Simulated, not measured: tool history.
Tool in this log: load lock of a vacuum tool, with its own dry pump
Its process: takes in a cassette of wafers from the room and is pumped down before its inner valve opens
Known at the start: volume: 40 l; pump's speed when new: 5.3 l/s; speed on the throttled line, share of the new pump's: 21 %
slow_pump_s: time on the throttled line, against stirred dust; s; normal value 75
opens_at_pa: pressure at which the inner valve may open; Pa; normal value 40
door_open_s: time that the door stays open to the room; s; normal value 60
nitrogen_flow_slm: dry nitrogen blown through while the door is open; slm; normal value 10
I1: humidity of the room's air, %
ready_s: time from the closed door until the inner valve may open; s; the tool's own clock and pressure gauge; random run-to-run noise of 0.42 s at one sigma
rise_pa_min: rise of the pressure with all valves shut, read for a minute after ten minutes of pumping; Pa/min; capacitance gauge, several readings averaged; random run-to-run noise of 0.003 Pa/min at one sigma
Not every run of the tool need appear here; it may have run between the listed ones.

Run 1, hour 0.0: usual settings; I1 43.4. Result: ready_s 120.7 s, rise_pa_min 0.216 Pa/min.
Run 2, hour 472.8: usual settings but slow_pump_s 44 s; I1 44.5. Result: ready_s 97.2 s, rise_pa_min 0.226 Pa/min.
Run 3, hour 826.2: usual settings but slow_pump_s 110 s; I1 42.0. Result: ready_s 149.2 s, rise_pa_min 0.239 Pa/min.
Run 4, hour 1340.1: usual settings but slow_pump_s 110 s; I1 45.9. Result: ready_s 149.6 s, rise_pa_min 0.253 Pa/min.
Run 5, hour 1864.7: usual settings but slow_pump_s 110 s; I1 47.6. Result: ready_s 149.5 s, rise_pa_min 0.274 Pa/min.
Run 6, hour 2238.5: usual settings but slow_pump_s 110 s; I1 47.7. Result: ready_s 149.2 s, rise_pa_min 0.287 Pa/min.
Run 7, hour 2786.1: usual settings but slow_pump_s 110 s; I1 42.8. Result: ready_s 149.6 s, rise_pa_min 0.296 Pa/min.
Run 8, hour 3343.2: usual settings but slow_pump_s 110 s; I1 44.7. Result: ready_s 150.1 s, rise_pa_min 0.312 Pa/min.
Run 9, hour 3691.8: usual settings but slow_pump_s 110 s; I1 43.6. Result: ready_s 150.4 s, rise_pa_min 0.327 Pa/min.
Run 10, hour 4071.1: usual settings; I1 44.1. Result: ready_s 122.1 s, rise_pa_min 0.334 Pa/min.
Run 11, hour 4469.6: usual settings; I1 45.1. Result: ready_s 123.9 s, rise_pa_min 0.357 Pa/min.
Run 12, hour 4932.9: usual settings but opens_at_pa 41 Pa; I1 42.8. Result: ready_s 123.5 s, rise_pa_min 0.372 Pa/min.
Run 13, hour 5175.8: usual settings but opens_at_pa 49 Pa, door_open_s 49 s; I1 48.0. Result: ready_s 121.4 s, rise_pa_min 0.368 Pa/min.
Run 14, hour 5518.5: usual settings but opens_at_pa 49 Pa, door_open_s 49 s; I1 46.8. Result: ready_s 122.2 s, rise_pa_min 0.384 Pa/min.
Run 15, hour 6021.3: usual settings but opens_at_pa 49 Pa, door_open_s 49 s; I1 46.5. Result: ready_s 122.7 s, rise_pa_min 0.407 Pa/min.
Run 16, hour 6602.8: usual settings but opens_at_pa 49 Pa, door_open_s 49 s; I1 46.3. Result: ready_s 122.9 s, rise_pa_min 0.424 Pa/min.
Run 17, hour 6985.4: usual settings but slow_pump_s 63 s, opens_at_pa 49 Pa, door_open_s 49 s, nitrogen_flow_slm 24 slm; I1 44.3. Result: ready_s 113.7 s, rise_pa_min 0.429 Pa/min.
Run 18, hour 7371.2: usual settings but slow_pump_s 63 s, opens_at_pa 60 Pa, door_open_s 49 s, nitrogen_flow_slm 24 slm; I1 45.5. Result: ready_s 111.8 s, rise_pa_min 0.446 Pa/min.
At hour 7429.6: dry pump taken out, an overhauled one fitted.
Run 19, hour 7965.3: usual settings but slow_pump_s 63 s, opens_at_pa 60 Pa, door_open_s 49 s, nitrogen_flow_slm 24 slm; I1 42.1. Result: ready_s 106.6 s, rise_pa_min 0.468 Pa/min.
Run 20, hour 8213.0: usual settings but slow_pump_s 63 s, opens_at_pa 60 Pa, door_open_s 49 s, nitrogen_flow_slm 24 slm; I1 44.0. Result: ready_s 106.8 s, rise_pa_min 0.475 Pa/min.
Run 21, hour 8599.4: usual settings but slow_pump_s 63 s, opens_at_pa 60 Pa, door_open_s 49 s, nitrogen_flow_slm 24 slm; I1 45.4. Result: ready_s 107.3 s, rise_pa_min 0.503 Pa/min.
Run 22, hour 8934.3: usual settings but slow_pump_s 93 s, door_open_s 44 s; I1 44.2. Result: ready_s 134.0 s, rise_pa_min 0.535 Pa/min.
Run 23, hour 9450.6: usual settings but slow_pump_s 93 s, door_open_s 44 s; I1 44.2. Result: ready_s 134.2 s, rise_pa_min 0.537 Pa/min.
Run 24, hour 9835.8: usual settings but slow_pump_s 82 s, opens_at_pa 60 Pa, door_open_s 35 s, nitrogen_flow_slm 26 slm; I1 48.2. Result: ready_s 122.4 s, rise_pa_min 0.543 Pa/min.

Each row is a separate what-if for the run after 24, all from the same tool condition, not one after another. Results?
Run A, hour 10116.8: usual settings but slow_pump_s 82 s, opens_at_pa 79 Pa, door_open_s 35 s, nitrogen_flow_slm 26 slm; I1 44.3. Result: ready_s ?, rise_pa_min ?.
Run B, hour 10116.8: usual settings but slow_pump_s 82 s, door_open_s 35 s, nitrogen_flow_slm 24 slm; I1 40.8. Result: ready_s ?, rise_pa_min ?.
Run C, hour 10116.8: usual settings but slow_pump_s 82 s, opens_at_pa 33 Pa, door_open_s 35 s, nitrogen_flow_slm 26 slm; I1 47.3. Result: ready_s ?, rise_pa_min ?.

run  ready_s  rise_pa_min
  A    120.8        0.554
  B    126.6        0.549
  C    127.5        0.544
With no hidden state in the tool, these same runs would have given:
run  ready_s  rise_pa_min
  A    119.3        0.026
  B    124.9        0.026
  C    125.8        0.024
